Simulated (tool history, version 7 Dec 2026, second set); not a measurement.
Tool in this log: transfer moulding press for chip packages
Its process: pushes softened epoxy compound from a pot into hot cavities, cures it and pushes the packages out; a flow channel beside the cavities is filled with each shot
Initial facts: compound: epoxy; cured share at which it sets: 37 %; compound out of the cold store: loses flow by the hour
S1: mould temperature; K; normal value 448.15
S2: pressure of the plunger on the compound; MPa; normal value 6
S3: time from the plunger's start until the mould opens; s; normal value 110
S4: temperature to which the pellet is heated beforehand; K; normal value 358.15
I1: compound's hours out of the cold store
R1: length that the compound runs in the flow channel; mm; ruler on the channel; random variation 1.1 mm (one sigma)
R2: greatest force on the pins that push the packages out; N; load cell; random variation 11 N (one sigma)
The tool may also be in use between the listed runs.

run   hour      S1    S2   S3      S4    I1   R1   R2
  1      0  448.15     6  110  358.15  31.2  524  717
      18.2  -- cavities cleaned with cleaning compound and waxed
  2   27.2  448.15     6  110  358.15  41.1  506  553
  3     51  448.15     6  110  358.15  44.3  502  666
  4   84.9  448.15     6  110  358.15   9.7  551  793
      93.2  -- cavities cleaned with cleaning compound and waxed
  5  104.4  448.15     6  110  358.15  17.7  539  568
  6  132.1  448.15     6  110  358.15  29.9  518  686
  7  153.6  448.15     6  110  358.15  32.7  511  753
       168  -- cavities cleaned with cleaning compound and waxed
  8  177.7  448.15     6  147  358.15  35.4  508  495
  9  208.6  448.15     6  147  358.15  45.8  489  589
     213.8  -- mould's thermocouples calibrated
 10  230.3  448.15     6  147  358.15  35.7  502  633
     245.3  -- cavities cleaned with cleaning compound and waxed
 11  245.8  448.15     6  147  358.15    14  537  472
     264.9  -- plunger's sealing rings changed
 12  280.5  448.15     6  147  358.15  18.6  543  573
     290.7  -- mould's thermocouples calibrated, once more
 13  304.2  446.15  7.25  147  365.15  30.1  576  626
     325.5  -- cavities cleaned with cleaning compound and waxed
 14  335.6  451.15   5.8   97  354.15   9.9  542  632

Difference, measured minus no-hidden-state, one row per run. Run-to-run variation is common to both terms; the gauge's own scatter need not be:
Hidden state present: true mould temperature over the reading, C; pressure that reaches the compound, % of what is set; grip of the stained cavities, % over clean ones'; drift of the gauge itself on flow_mm, %; drift of the gauge itself on push_out_n, %.
run   R1    R2
  1   -2  +215
  2   -3   +53
  3   -4  +156
  4   -8  +258
  5   -8   +65
  6  -10  +174
  7  -11  +234
  8  -12   +46
  9  -15  +148
 10  -16  +192
 11  -17   +11
 12   -3  +131
 13   -5  +184
 14   -6   +76
